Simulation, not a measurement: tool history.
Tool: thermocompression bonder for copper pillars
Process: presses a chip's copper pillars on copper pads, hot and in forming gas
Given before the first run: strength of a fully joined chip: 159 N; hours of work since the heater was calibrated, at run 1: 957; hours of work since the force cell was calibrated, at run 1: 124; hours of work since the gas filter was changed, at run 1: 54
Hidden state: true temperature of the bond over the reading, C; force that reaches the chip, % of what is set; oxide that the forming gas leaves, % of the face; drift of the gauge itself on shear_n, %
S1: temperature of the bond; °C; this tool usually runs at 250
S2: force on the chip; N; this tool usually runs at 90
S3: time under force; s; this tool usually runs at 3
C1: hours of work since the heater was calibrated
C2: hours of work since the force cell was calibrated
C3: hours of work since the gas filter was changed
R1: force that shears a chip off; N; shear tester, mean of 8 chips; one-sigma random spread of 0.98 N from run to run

run 1 hour=0 | S1=250 S2=90 S3=3 | C1=957 C2=124 C3=54 | R1=84.5
run 2 hour=16 | S1=250 S2=90 S3=3 | C1=966 C2=133 C3=62 | R1=82.9
run 3 hour=25.6 | S1=252 S2=90 S3=3 | C1=971 C2=138 C3=68 | R1=86
run 4 hour=35 | S1=252 S2=89 S3=3 | C1=976 C2=143 C3=73 | R1=84.8
run 5 hour=51.1 | S1=252 S2=89 S3=3 | C1=985 C2=152 C3=82 | R1=84.5
run 6 hour=58.1 | S1=252 S2=89 S3=3 | C1=989 C2=156 C3=86 | R1=84.1
run 7 hour=74.9 | S1=252 S2=89 S3=3 | C1=998 C2=165 C3=95 | R1=84.4
run 8 hour=90.5 | S1=252 S2=89 S3=3 | C1=1007 C2=174 C3=104 | R1=86.7
run 9 hour=102.2 | S1=250 S2=90 S3=3 | C1=1014 C2=180 C3=110 | R1=84.9
run 10 hour=118.9 | S1=250 S2=90 S3=3 | C1=1023 C2=190 C3=119 | R1=83.7
run 11 hour=132 | S1=267 S2=90 S3=3 | C1=1030 C2=197 C3=127 | R1=95.2
run 12 hour=146.9 | S1=235 S2=90 S3=3 | C1=1038 C2=205 C3=135 | R1=69.9
-- hour=151.9 forming gas filter changed
run 13 hour=156.4 | S1=250 S2=90 S3=3 | C1=1043 C2=210 C3=2 | R1=85.5
run 14 hour=164.5 | S1=250 S2=77 S3=3 | C1=1048 C2=215 C3=7 | R1=74.9
run 15 hour=174.4 | S1=250 S2=76 S3=3 | C1=1053 C2=220 C3=12 | R1=75.3
run 16 hour=189.4 | S1=250 S2=76 S3=8 | C1=1062 C2=228 C3=21 | R1=104.3
run 17 hour=199.3 | S1=250 S2=76 S3=8 | C1=1067 C2=234 C3=26 | R1=103
run 18 hour=212.1 | S1=250 S2=90 S3=3 | C1=1074 C2=241 C3=33 | R1=84.5
run 19 hour=227.6 | S1=232 S2=65 S3=2 | C1=1083 C2=249 C3=42 | R1=46.1
run 20 hour=235.2 | S1=250 S2=98 S3=8 | C1=1087 C2=254 C3=46 | R1=114.8
run 21 hour=245.5 | S1=222 S2=110 S3=8 | C1=1093 C2=259 C3=52 | R1=96.1
run 22 hour=258.5 | S1=280 S2=90 S3=5 | C1=1100 C2=267 C3=59 | R1=123.3
run 23 hour=274.9 | S1=263 S2=90 S3=8 | C1=1109 C2=276 C3=68 | R1=122.6
run 24 hour=290.1 | S1=242 S2=54 S3=2 | C1=1117 C2=284 C3=76 | R1=46.2
run 25 hour=305.1 | S1=250 S2=120 S3=3 | C1=1126 C2=292 C3=85 | R1=100.7
run 26 hour=312 | S1=250 S2=120 S3=3 | C1=1129 C2=296 C3=89 | R1=98.6
run 27 hour=326.3 | S1=250 S2=120 S3=3 | C1=1137 C2=304 C3=96 | R1=98.8
run 28 hour=336.2 | S1=250 S2=120 S3=3 | C1=1143 C2=310 C3=102 | R1=97.9
run 29 hour=343.2 | S1=253 S2=90 S3=3 | C1=1147 C2=313 C3=106 | R1=86.6
run 30 hour=359.3 | S1=272 S2=90 S3=7 | C1=1155 C2=322 C3=115 | R1=126.9
run 31 hour=372.2 | S1=272 S2=90 S3=7 | C1=1163 C2=329 C3=122 | R1=125.7
run 32 hour=379.2 | S1=243 S2=131 S3=6 | C1=1166 C2=333 C3=126 | R1=114.6
run 33 hour=392 | S1=230 S2=117 S3=2 | C1=1174 C2=340 C3=133 | R1=68
-- hour=397.4 heater calibrated with a thermocouple chip
-- hour=402.5 forming gas filter changed
run 34 hour=410.7 | S1=221 S2=64 S3=7 | C1=7 C2=349 C3=4 | R1=66.3
run 35 hour=425.6 | S1=241 S2=80 S3=3 | C1=15 C2=358 C3=13 | R1=70.9
run 36 hour=438.8 | S1=250 S2=95 S3=7 | C1=23 C2=365 C3=20 | R1=112.2

How the hidden state differs across the entries between the runs, from the last listed run before each to the first after it:
From run 12 to run 13: forming gas filter changed (hour 151.9)
  oxide that the forming gas leaves, % of the face: 0.73 -> 0.51
From run 33 to run 34: heater calibrated with a thermocouple chip (hour 397.4); forming gas filter changed (hour 402.5)
  true temperature of the bond over the reading, C: -0.4 -> 0; oxide that the forming gas leaves, % of the face: 0.73 -> 0.51
